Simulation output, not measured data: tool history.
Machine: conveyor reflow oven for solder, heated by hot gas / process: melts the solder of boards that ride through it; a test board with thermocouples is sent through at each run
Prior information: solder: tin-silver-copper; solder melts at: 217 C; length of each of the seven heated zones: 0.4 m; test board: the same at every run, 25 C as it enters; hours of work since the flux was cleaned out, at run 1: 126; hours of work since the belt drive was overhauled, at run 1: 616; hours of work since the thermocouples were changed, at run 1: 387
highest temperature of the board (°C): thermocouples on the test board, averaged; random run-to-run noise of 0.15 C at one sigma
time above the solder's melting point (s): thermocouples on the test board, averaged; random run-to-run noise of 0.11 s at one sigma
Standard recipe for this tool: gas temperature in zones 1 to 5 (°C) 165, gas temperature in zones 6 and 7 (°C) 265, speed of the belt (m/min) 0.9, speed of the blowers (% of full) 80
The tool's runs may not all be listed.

run   hour  gas temperature in zones 1 to 5 (°C)  gas temperature in zones 6 and 7 (°C)  speed of the belt (m/min)  speed of the blowers (% of full)  hours of work since the flux was cleaned out  hours of work since the belt drive was overhauled  hours of work since the thermocouples were changed  highest temperature of the board (°C)  time above the solder's melting point (s)
  1      0                                   165                                    265                        0.9                                80                                           126                                                616                                                 387                                  251.6                                       37.9
  2   11.9                                   165                                    265                        0.9                                80                                           133                                                624                                                 395                                  251.4                                         38
  3     38                                   165                                    265                        0.9                                80                                           150                                                641                                                 412                                  251.4                                         38
  4   53.6                                   165                                    265                        0.9                                80                                           160                                                651                                                 422                                  251.6                                       38.1
  5   73.6                                   165                                    265                        0.9                                80                                           173                                                664                                                 435                                  251.7                                       38.2
  6     86                                   165                                    265                        0.9                                80                                           181                                                672                                                 443                                  251.5                                         38
  7  103.5                                   165                                    265                        0.9                                74                                           192                                                683                                                 454                                  250.5                                       37.6
  8  124.1                                   165                                    265                        0.9                                74                                           206                                                696                                                 467                                  250.6                                       37.5
  9  146.1                                   165                                    265                        0.9                                74                                           220                                                710                                                 481                                  250.7                                       37.4
 10  167.1                                   165                                    265                        0.9                                74                                           233                                                724                                                 495                                  250.5                                       37.8
 11  185.4                                   165                                    265                        0.9                                62                                           245                                                735                                                 507                                  248.3                                       35.7
 12  200.4                                   165                                    265                        0.9                                62                                           255                                                745                                                 516                                  248.5                                         36
 13    221                                   165                                    265                        0.9                                62                                           268                                                758                                                 530                                  248.5                                       35.9
 14  232.7                                   165                                    265                        0.9                                62                                           275                                                766                                                 537                                  248.7                                         36
 15  258.7                                   165                                    266                        0.9                                80                                           292                                                783                                                 554                                  252.6                                       38.4
 16  273.9                                   155                                    265                      1.025                                55                                           302                                                792                                                 564                                  239.7                                       23.3
 17  289.8                                   155                                    265                      1.025                                55                                           312                                                803                                                 574                                  239.6                                       23.5
 18  308.2                                   155                                    271                      1.025                                85                                           324                                                814                                                 586                                  251.6                                       31.1
 19  323.2                                   170                                    265                        0.9                                80                                           334                                                824                                                 595                                  252.1                                       39.7
 20  338.4                                   180                                    265                        0.9                                80                                           343                                                834                                                 605                                  253.5                                       42.9
 21  352.9                                   165                                    265                      0.927                                53                                           353                                                843                                                 614                                  245.4                                       32.4
 22    378                                   165                                    265                      0.927                                53                                           369                                                859                                                 631                                  245.3                                       32.2
 23  393.1                                   156                                    265                      0.907                                82                                           379                                                869                                                 640                                  250.2                                       35.5
 24  407.1                                   165                                    265                        0.9                                55                                           388                                                878                                                 649                                  246.9                                       34.5
 25  428.9                                   174                                    265                      0.892                                55                                           402                                                892                                                 663                                  248.9                                       38.3

What does the tool deliver on the next run?
     437.6  -- belt drive overhauled, speed set with a stopwatch
 26  448.5                                   174                                    265                      0.892                                65                                           412                                                  7                                                 673                                      ?                                          ?

{"run 26": {"highest temperature of the board (°C)": 250.9, "time above the solder's melting point (s)": 39.6}}
On a tool with no hidden condition, and with the same random variation, this run would have come out at highest temperature of the board (°C) 250.9, time above the solder's melting point (s) 39.7.

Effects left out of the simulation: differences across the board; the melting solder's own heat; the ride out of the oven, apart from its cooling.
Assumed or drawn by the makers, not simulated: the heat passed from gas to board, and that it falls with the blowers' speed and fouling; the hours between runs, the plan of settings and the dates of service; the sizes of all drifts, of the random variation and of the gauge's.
